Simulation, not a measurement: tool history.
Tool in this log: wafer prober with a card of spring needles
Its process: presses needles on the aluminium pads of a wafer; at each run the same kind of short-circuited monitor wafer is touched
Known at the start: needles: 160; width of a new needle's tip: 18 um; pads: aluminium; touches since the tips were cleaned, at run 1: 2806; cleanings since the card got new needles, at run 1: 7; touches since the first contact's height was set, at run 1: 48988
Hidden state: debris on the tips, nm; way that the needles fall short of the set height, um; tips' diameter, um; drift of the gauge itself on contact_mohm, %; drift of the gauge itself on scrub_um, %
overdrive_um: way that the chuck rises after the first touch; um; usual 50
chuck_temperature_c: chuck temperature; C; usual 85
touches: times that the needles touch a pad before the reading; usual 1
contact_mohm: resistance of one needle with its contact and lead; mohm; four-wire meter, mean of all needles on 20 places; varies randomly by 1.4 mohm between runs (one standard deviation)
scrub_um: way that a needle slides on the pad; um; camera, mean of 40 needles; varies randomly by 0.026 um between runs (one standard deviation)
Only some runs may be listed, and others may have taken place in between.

run   hour  overdrive_um  chuck_temperature_c  touches  touches since the tips were cleaned  cleanings since the card got new needles  touches since the first contact's height was set  contact_mohm  scrub_um
  1    0.0            50                   85        1                                 2806                                         7                                             48988           147      9.99
       6.1  -- tips cleaned on abrasive film
  2   16.7            50                   85        1                                 5636                                         8                                             57832           178      9.98
      18.8  -- tips cleaned on abrasive film
      31.2  -- tips cleaned on abrasive film
      42.6  -- tips cleaned on abrasive film
  3   49.0            50                   67        1                                 3388                                        11                                             74869           153      9.96
      54.5  -- tips cleaned on abrasive film
      61.5  -- tips cleaned on abrasive film, once more
      73.4  -- tips cleaned on abrasive film
      85.7  -- tips cleaned on abrasive film
  4   86.3            32                   85        1                                  317                                        15                                             94493           147      6.27
      96.8  -- tips cleaned on abrasive film
     108.5  -- tips cleaned on abrasive film
  5  112.2            32                   85        1                                 1972                                        17                                            108216           180      6.30
     120.0  -- tips cleaned on abrasive film
     131.7  -- tips cleaned on abrasive film
  6  134.2            32                   85        1                                 1307                                        19                                            119790           169      6.23
     144.4  -- tips cleaned on abrasive film
  7  153.1            48                   85        3                                 4633                                        20                                            129849           139      9.46
     157.0  -- tips cleaned on abrasive film
     170.2  -- tips cleaned on abrasive film
  8  170.7            68                   76        3                                  239                                        22                                            139073           125     13.42
     182.9  -- tips cleaned on abrasive film
     194.6  -- tips cleaned on abrasive film
  9  201.4            35                  115        1                                 3610                                        24                                            155303           192      6.80
     206.1  -- tips cleaned on abrasive film
     218.3  -- tips cleaned on abrasive film
     231.7  -- tips cleaned on abrasive film
 10  232.3            69                   92        3                                  366                                        27                                            171647           123     13.64
     243.2  -- tips cleaned on abrasive film
 11  251.2            69                   92        3                                 4309                                        28                                            181659           127     13.58

Alternative continuations, all from the tool just after run 11; predict every row:
     256.4  -- tips cleaned on abrasive film
     268.1  -- tips cleaned on abrasive film
  A  269.2            69                   92        2                                  625                                        30                                            191130             ?         ?
     256.4  -- tips cleaned on abrasive film
     268.1  -- tips cleaned on abrasive film
  B  269.2            32                   51        2                                  625                                        30                                            191130             ?         ?
     256.4  -- tips cleaned on abrasive film
     268.1  -- tips cleaned on abrasive film
  C  269.2            53                   85        1                                  625                                        30                                            191130             ?         ?

run  contact_mohm  scrub_um
  A           129     13.60
  B           142      6.12
  C           134     10.36
Without the tool's unlogged condition, the same runs would have read:
run  contact_mohm  scrub_um
  A           125     13.91
  B           129      6.43
  C           126     10.67
